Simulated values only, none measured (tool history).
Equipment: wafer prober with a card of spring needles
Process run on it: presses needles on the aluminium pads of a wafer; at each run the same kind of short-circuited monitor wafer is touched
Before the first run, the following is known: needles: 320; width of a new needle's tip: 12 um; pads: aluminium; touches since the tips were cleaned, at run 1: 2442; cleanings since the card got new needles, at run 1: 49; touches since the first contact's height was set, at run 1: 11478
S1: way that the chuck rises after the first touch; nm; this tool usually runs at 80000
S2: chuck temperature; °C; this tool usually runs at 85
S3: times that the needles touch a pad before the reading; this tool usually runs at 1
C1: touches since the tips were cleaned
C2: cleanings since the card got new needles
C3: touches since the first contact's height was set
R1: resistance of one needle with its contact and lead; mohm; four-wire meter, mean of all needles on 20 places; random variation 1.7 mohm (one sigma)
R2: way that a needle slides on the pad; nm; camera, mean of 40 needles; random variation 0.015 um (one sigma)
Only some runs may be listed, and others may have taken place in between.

{"run": 1, "hour": 0.0, "S1": 80000, "S2": 85, "S3": 1, "C1": 2442, "C2": 49, "C3": 11478, "R1": 185, "R2": 13080}
{"hour": 7.5, "done": "tips cleaned on abrasive film"}
{"run": 2, "hour": 10.0, "S1": 66000, "S2": 85, "S3": 1, "C1": 1279, "C2": 50, "C3": 16598, "R1": 183, "R2": 10790}
{"hour": 20.1, "done": "tips cleaned on abrasive film"}
{"run": 3, "hour": 20.4, "S1": 80000, "S2": 85, "S3": 1, "C1": 147, "C2": 51, "C3": 21905, "R1": 171, "R2": 13030}
{"hour": 32.6, "done": "tips cleaned on abrasive film"}
{"run": 4, "hour": 39.6, "S1": 65000, "S2": 85, "S3": 1, "C1": 3620, "C2": 52, "C3": 31750, "R1": 192, "R2": 10600}
{"hour": 44.5, "done": "tips cleaned on abrasive film"}
{"hour": 57.5, "done": "tips cleaned on abrasive film"}
{"run": 5, "hour": 59.3, "S1": 65000, "S2": 85, "S3": 1, "C1": 907, "C2": 54, "C3": 41808, "R1": 180, "R2": 10570}
{"hour": 70.3, "done": "tips cleaned on abrasive film"}
{"run": 6, "hour": 76.0, "S1": 92000, "S2": 85, "S3": 1, "C1": 2923, "C2": 55, "C3": 50363, "R1": 181, "R2": 14970}
{"hour": 83.0, "done": "tips cleaned on abrasive film"}
{"run": 7, "hour": 88.4, "S1": 92000, "S2": 85, "S3": 1, "C1": 2743, "C2": 56, "C3": 56695, "R1": 180, "R2": 14980}
{"hour": 96.0, "done": "tips cleaned on abrasive film"}
{"run": 8, "hour": 97.6, "S1": 92000, "S2": 85, "S3": 1, "C1": 827, "C2": 57, "C3": 61421, "R1": 172, "R2": 14970}
{"run": 9, "hour": 106.5, "S1": 80000, "S2": 85, "S3": 1, "C1": 5429, "C2": 57, "C3": 66023, "R1": 190, "R2": 13040}
{"hour": 108.1, "done": "tips cleaned on abrasive film"}
{"hour": 120.3, "done": "tips cleaned on abrasive film"}
{"run": 10, "hour": 126.0, "S1": 80000, "S2": 85, "S3": 1, "C1": 2961, "C2": 59, "C3": 75957, "R1": 179, "R2": 12960}
{"hour": 132.6, "done": "tips cleaned on abrasive film"}
{"run": 11, "hour": 143.2, "S1": 80000, "S2": 85, "S3": 1, "C1": 5479, "C2": 60, "C3": 84763, "R1": 189, "R2": 12990}
{"hour": 145.9, "done": "tips cleaned on abrasive film"}
{"hour": 158.3, "done": "tips cleaned on abrasive film"}
{"run": 12, "hour": 160.3, "S1": 80000, "S2": 25, "S3": 1, "C1": 1036, "C2": 62, "C3": 93502, "R1": 168, "R2": 12990}
{"hour": 171.5, "done": "tips cleaned on abrasive film"}
{"run": 13, "hour": 178.0, "S1": 80000, "S2": 25, "S3": 2, "C1": 3342, "C2": 63, "C3": 102559, "R1": 166, "R2": 12960}
{"hour": 183.6, "done": "tips cleaned on abrasive film"}
{"run": 14, "hour": 188.2, "S1": 80000, "S2": 37, "S3": 2, "C1": 2387, "C2": 64, "C3": 107793, "R1": 170, "R2": 12950}
{"hour": 196.4, "done": "tips cleaned on abrasive film"}
{"run": 15, "hour": 205.9, "S1": 80000, "S2": 37, "S3": 2, "C1": 4929, "C2": 65, "C3": 116881, "R1": 172, "R2": 12950}
{"hour": 208.2, "done": "tips cleaned on abrasive film"}
{"hour": 220.7, "done": "tips cleaned on abrasive film"}
{"run": 16, "hour": 223.7, "S1": 80000, "S2": 37, "S3": 2, "C1": 1518, "C2": 67, "C3": 125933, "R1": 164, "R2": 12900}
{"hour": 232.9, "done": "tips cleaned on abrasive film"}
{"run": 17, "hour": 233.5, "S1": 62000, "S2": 37, "S3": 2, "C1": 313, "C2": 68, "C3": 130950, "R1": 163, "R2": 9990}
{"run": 18, "hour": 242.6, "S1": 62000, "S2": 37, "S3": 2, "C1": 4982, "C2": 68, "C3": 135619, "R1": 183, "R2": 10000}
{"hour": 244.8, "done": "tips cleaned on abrasive film"}
{"hour": 256.7, "done": "tips cleaned on abrasive film"}
{"run": 19, "hour": 260.2, "S1": 74000, "S2": 37, "S3": 2, "C1": 1804, "C2": 70, "C3": 144612, "R1": 171, "R2": 11950}
{"hour": 269.3, "done": "tips cleaned on abrasive film"}
{"run": 20, "hour": 269.3, "S1": 74000, "S2": 37, "S3": 2, "C1": 0, "C2": 71, "C3": 149247, "R1": 160, "R2": 11930}
{"hour": 282.1, "done": "tips cleaned on abrasive film"}
{"run": 21, "hour": 282.3, "S1": 74000, "S2": 37, "S3": 2, "C1": 99, "C2": 72, "C3": 155897, "R1": 161, "R2": 11950}
{"run": 22, "hour": 292.2, "S1": 80000, "S2": 39, "S3": 2, "C1": 5221, "C2": 72, "C3": 161019, "R1": 171, "R2": 12870}
{"hour": 294.5, "done": "tips cleaned on abrasive film"}
{"run": 23, "hour": 303.4, "S1": 62000, "S2": 111, "S3": 3, "C1": 4607, "C2": 73, "C3": 166737, "R1": 185, "R2": 9940}
{"hour": 306.5, "done": "tips cleaned on abrasive film"}
{"hour": 319.3, "done": "tips cleaned on abrasive film"}
{"hour": 321.6, "done": "height of the first contact set anew"}
{"run": 24, "hour": 322.3, "S1": 63000, "S2": 41, "S3": 2, "C1": 1416, "C2": 75, "C3": 339, "R1": 174, "R2": 10300}
{"hour": 332.9, "done": "tips cleaned on abrasive film"}
{"run": 25, "hour": 337.4, "S1": 63000, "S2": 78, "S3": 1, "C1": 2315, "C2": 76, "C3": 8054, "R1": 192, "R2": 10290}
{"hour": 345.5, "done": "tips cleaned on abrasive film"}
{"run": 26, "hour": 356.3, "S1": 83000, "S2": 78, "S3": 1, "C1": 5547, "C2": 77, "C3": 17755, "R1": 188, "R2": 13540}
{"hour": 357.3, "done": "tips cleaned on abrasive film"}
{"run": 27, "hour": 364.9, "S1": 97000, "S2": 85, "S3": 1, "C1": 3890, "C2": 78, "C3": 22146, "R1": 182, "R2": 15850}
{"hour": 369.4, "done": "tips cleaned on abrasive film"}
{"run": 28, "hour": 379.0, "S1": 85000, "S2": 85, "S3": 1, "C1": 4952, "C2": 79, "C3": 29366, "R1": 186, "R2": 13880}
{"hour": 381.3, "done": "tips cleaned on abrasive film"}
{"run": 29, "hour": 392.7, "S1": 77000, "S2": 35, "S3": 3, "C1": 5845, "C2": 80, "C3": 36367, "R1": 166, "R2": 12550}
{"hour": 393.8, "done": "tips cleaned on abrasive film"}
{"hour": 405.6, "done": "tips cleaned on abrasive film"}
{"run": 30, "hour": 405.7, "S1": 77000, "S2": 35, "S3": 3, "C1": 12, "C2": 82, "C3": 42979, "R1": 156, "R2": 12550}
{"run": 31, "hour": 414.1, "S1": 77000, "S2": 35, "S3": 3, "C1": 4360, "C2": 82, "C3": 47327, "R1": 168, "R2": 12540}

Each run again, without the hidden state but with its own random variation kept:
The tool's hidden condition here consists of: debris on the tips, nm; way that the needles fall short of the set height, um; tips' diameter, um; drift of the gauge itself on contact_mohm, %; drift of the gauge itself on scrub_um, %.
run=1 R1=169 R2=13090
run=2 R1=168 R2=10810
run=3 R1=168 R2=13060
run=4 R1=166 R2=10640
run=5 R1=167 R2=10620
run=6 R1=164 R2=15040
run=7 R1=164 R2=15060
run=8 R1=165 R2=15050
run=9 R1=168 R2=13120
run=10 R1=163 R2=13050
run=11 R1=167 R2=13090
run=12 R1=158 R2=13100
run=13 R1=154 R2=13080
run=14 R1=159 R2=13070
run=15 R1=157 R2=13080
run=16 R1=155 R2=13040
run=17 R1=157 R2=10150
run=18 R1=161 R2=10150
run=19 R1=160 R2=12120
run=20 R1=158 R2=12100
run=21 R1=159 R2=12130
run=22 R1=156 R2=13060
run=23 R1=172 R2=10130
run=24 R1=161 R2=10300
run=25 R1=167 R2=10300
run=26 R1=167 R2=13560
run=27 R1=165 R2=15870
run=28 R1=166 R2=13910
run=29 R1=156 R2=12580
run=30 R1=155 R2=12610
run=31 R1=158 R2=12600
